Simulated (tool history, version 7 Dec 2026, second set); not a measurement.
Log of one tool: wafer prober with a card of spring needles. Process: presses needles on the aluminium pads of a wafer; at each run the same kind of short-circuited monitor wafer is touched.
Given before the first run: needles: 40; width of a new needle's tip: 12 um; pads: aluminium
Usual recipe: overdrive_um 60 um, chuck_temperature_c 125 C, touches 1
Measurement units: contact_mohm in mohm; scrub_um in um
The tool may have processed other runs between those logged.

run    hour  overdrive_um  chuck_temperature_c  touches  contact_mohm  scrub_um
  1     0.0            60                  125        1           333     15.71
        5.2  -- tips cleaned on abrasive film
       26.5  -- tips cleaned on abrasive film
       48.3  -- tips cleaned on abrasive film
  2    56.6            60                  125        1           318     15.67
       70.3  -- tips cleaned on abrasive film
  3    86.9            60                  125        1           330     15.63
       92.1  -- tips cleaned on abrasive film
      117.0  -- tips cleaned on abrasive film
      140.9  -- tips cleaned on abrasive film
  4   158.9            60                  125        1           337     15.57
      163.0  -- tips cleaned on abrasive film
      184.2  -- tips cleaned on abrasive film
  5   188.8            60                   80        1           295     15.48
      209.0  -- tips cleaned on abrasive film
      231.6  -- tips cleaned on abrasive film
      253.7  -- tips cleaned on abrasive film
  6   253.7            60                  125        1           289     15.47
      275.9  -- tips cleaned on abrasive film
      299.3  -- tips cleaned on abrasive film
  7   310.2            60                  125        1           320     15.49
      319.7  -- tips cleaned on abrasive film
      343.9  -- tips cleaned on abrasive film
  8   351.1            60                  125        1           317     15.40
      366.9  -- tips cleaned on abrasive film
      390.0  -- tips cleaned on abrasive film
  9   397.7            60                   31        1           299     15.36
      412.9  -- tips cleaned on abrasive film
      433.2  -- tips cleaned on abrasive film
 10   434.2            60                   52        1           276     15.34
      453.3  -- height of the first contact set anew
      458.4  -- tips cleaned on abrasive film
      482.3  -- tips cleaned on abrasive film
 11   489.3            60                   52        1           298     15.90
      507.3  -- tips cleaned on abrasive film
      529.6  -- tips cleaned on abrasive film
 12   548.7            60                   52        1           316     15.82
      553.8  -- tips cleaned on abrasive film
      575.8  -- tips cleaned on abrasive film
      598.6  -- tips cleaned on abrasive film
 13   614.6            60                  125        1           335     15.76
      623.6  -- tips cleaned on abrasive film
      647.2  -- tips cleaned on abrasive film
      669.4  -- tips cleaned on abrasive film
 14   680.2            60                  125        1           321     15.73
      690.4  -- tips cleaned on abrasive film
      714.1  -- tips cleaned on abrasive film
 15   724.4            72                  125        3           298     18.84
      737.4  -- tips cleaned on abrasive film
      762.7  -- tips cleaned on abrasive film
      785.1  -- tips cleaned on abrasive film
 16   785.7            52                   51        3           275     13.47
      809.8  -- tips cleaned on abrasive film
      832.3  -- tips cleaned on abrasive film
 17   848.4            52                   51        3           293     13.46
      853.6  -- tips cleaned on abrasive film
      875.0  -- tips cleaned on abrasive film
      896.4  -- tips cleaned on abrasive film
      917.3  -- tips cleaned on abrasive film
 18   917.3            52                   51        3           271     13.37
      939.1  -- tips cleaned on abrasive film
 19   948.0            78                   59        2           278     20.20
      961.2  -- tips cleaned on abrasive film
      981.9  -- tips cleaned on abrasive film
 20   981.9            78                   82        1           280     20.18
     1003.2  -- tips cleaned on abrasive film
     1027.6  -- tips cleaned on abrasive film
 21  1040.4            78                   74        2           293     20.15
     1048.5  -- tips cleaned on abrasive film
     1071.9  -- tips cleaned on abrasive film
 22  1076.4            77                   63        3           275     19.80
     1096.0  -- tips cleaned on abrasive film
     1112.5  -- height of the first contact set anew
     1117.6  -- tips cleaned on abrasive film
     1138.0  -- tips cleaned on abrasive film
 23  1138.0            55                   63        2           282     14.54
     1159.1  -- tips cleaned on abrasive film
     1180.8  -- tips cleaned on abrasive film
     1204.1  -- tips cleaned on abrasive film
 24  1204.1            63                   88        1           287     16.57
     1229.0  -- tips cleaned on abrasive film
     1252.2  -- tips cleaned on abrasive film
 25  1258.7            70                   88        1           301     18.34
     1277.2  -- tips cleaned on abrasive film
     1300.4  -- tips cleaned on abrasive film
 26  1306.0            56                   37        2           281     14.66

Forecast run 27:
     1325.0  -- tips cleaned on abrasive film
     1345.7  -- tips cleaned on abrasive film
 27  1345.7            56                   37        2             ?         ?

contact_mohm: 266 mohm
scrub_um: 14.60 um
Were there no unlogged condition in the tool, this run, its random variation unchanged, would have produced contact_mohm 261 mohm, scrub_um 14.82 um.
